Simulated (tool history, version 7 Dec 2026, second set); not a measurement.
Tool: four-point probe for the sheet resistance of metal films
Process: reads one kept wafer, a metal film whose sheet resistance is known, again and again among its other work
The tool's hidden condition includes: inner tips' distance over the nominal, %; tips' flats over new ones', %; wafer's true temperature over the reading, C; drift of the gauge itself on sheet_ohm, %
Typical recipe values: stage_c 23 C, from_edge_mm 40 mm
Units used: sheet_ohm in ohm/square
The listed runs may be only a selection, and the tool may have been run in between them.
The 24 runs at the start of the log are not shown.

run	hour	stage_c	from_edge_mm	touches since the probe head was changed	hours of work since the stage's thermometer was calibrated	sheet_ohm
25	1144.9	26	35	87003	63	24.138601
26	1207.3	26	54	89029	93	24.124385
27	1252.7	23	18	90501	114	24.191429
28	1299.4	25	25	92020	136	24.156173
29	1359.2	25	16	93961	165	24.206799
30	1386.3	23	16	94839	177	24.203708
31	1430.4	23	16	96274	198	24.213124
32	1476.7	23	16	97776	220	24.210704
33	1502.7	23	16	98619	232	24.216543
34	1555.8	34	6	100345	257	24.684724
35	1613.7	27	40	102225	285	24.136863
36	1658.0	25	13	103662	306	24.256601
37	1693.2	21	4	104806	322	25.369170
38	1728.1	19	31	105939	339	24.166395
39	1784.8	19	31	107780	365	24.159779
40	1821.6	18	21	108976	383	24.183289
41	1849.2	26	16	109873	396	24.217263
42	1913.4	20	15	111955	426	24.229526
43	1960.5	26	15	113486	448	24.222703
44	2000.0	29	7	114767	467	24.562716
45	2042.6	33	31	116152	487	24.151539

Here are 3 independent what-if runs from the current tool condition. What would each one return?
A	2101.5	24	40	118063	515	?
B	2101.5	28	3	118063	515	?
C	2101.5	24	7	118063	515	?

run	sheet_ohm
A	24.157387
B	26.251559
C	24.555318
Without the tool's hidden state the same runs would have given:
run	sheet_ohm
A	24.014636
B	26.097501
C	24.410422
